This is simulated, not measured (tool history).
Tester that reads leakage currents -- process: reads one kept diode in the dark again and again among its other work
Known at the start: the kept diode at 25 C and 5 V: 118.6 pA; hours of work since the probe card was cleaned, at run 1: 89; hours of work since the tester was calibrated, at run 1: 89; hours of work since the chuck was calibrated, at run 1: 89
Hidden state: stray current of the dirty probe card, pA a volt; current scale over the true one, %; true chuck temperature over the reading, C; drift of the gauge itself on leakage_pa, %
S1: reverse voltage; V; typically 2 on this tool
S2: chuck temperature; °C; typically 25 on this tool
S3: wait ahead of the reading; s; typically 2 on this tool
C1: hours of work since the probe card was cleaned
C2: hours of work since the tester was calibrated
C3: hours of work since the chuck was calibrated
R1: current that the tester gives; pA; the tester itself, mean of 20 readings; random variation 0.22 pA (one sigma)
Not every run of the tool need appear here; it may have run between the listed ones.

run    hour     S1  S2    S3    C1    C2   C3       R1
  1       0      2  25     2    89    89   89    72.76
  2    86.5      2  25     2   146   146  146    72.64
  3   190.2      2  25     2   215   215  215     72.8
  4   292.5      2  25  1.45   283   283  283    72.89
  5   399.8  16.96  25  1.45   355   355  355   229.38
  6   483.7  16.96  25  1.45   411   411  411   229.96
  7   626.6   2.01  25  1.45   506   506  506    72.92
  8   720.4   2.01  25  1.45   569   569  569    72.81
  9   813.8  13.51  48  1.36   631   631  631  1005.72
 10     979  13.51  48  1.36   741   741  741   999.15
 11  1073.7   7.49  36   4.2   804   804  804   327.34
     1085.7  -- chuck's temperature calibrated
 12  1211.5  10.71  29  3.12   895   895   84   240.69
 13    1295   5.01  31     2   950   950  139   184.49
 14  1408.7   5.01  31     2  1026  1026  215   184.19
 15  1565.5   1.43  36  0.95  1131  1131  320    134.2

4 options for the next run, each taken on its own from the tool as it stands now. Forecast them:
  A  1640.5  3.51  20  8.91  1181  1181  370   ?
  B  1640.5  1.72  25  3.03  1181  1181  370   ?
  C  1640.5  1.02  36  0.95  1181  1181  370   ?
  D  1640.5  2.24  33  1.78  1181  1181  370   ?

run      R1
  A   66.91
  B   67.02
  C  111.31
  D  138.83
Without the tool's unlogged condition, the same runs would have read:
run      R1
  A   66.89
  B   67.04
  C  111.36
  D  138.87

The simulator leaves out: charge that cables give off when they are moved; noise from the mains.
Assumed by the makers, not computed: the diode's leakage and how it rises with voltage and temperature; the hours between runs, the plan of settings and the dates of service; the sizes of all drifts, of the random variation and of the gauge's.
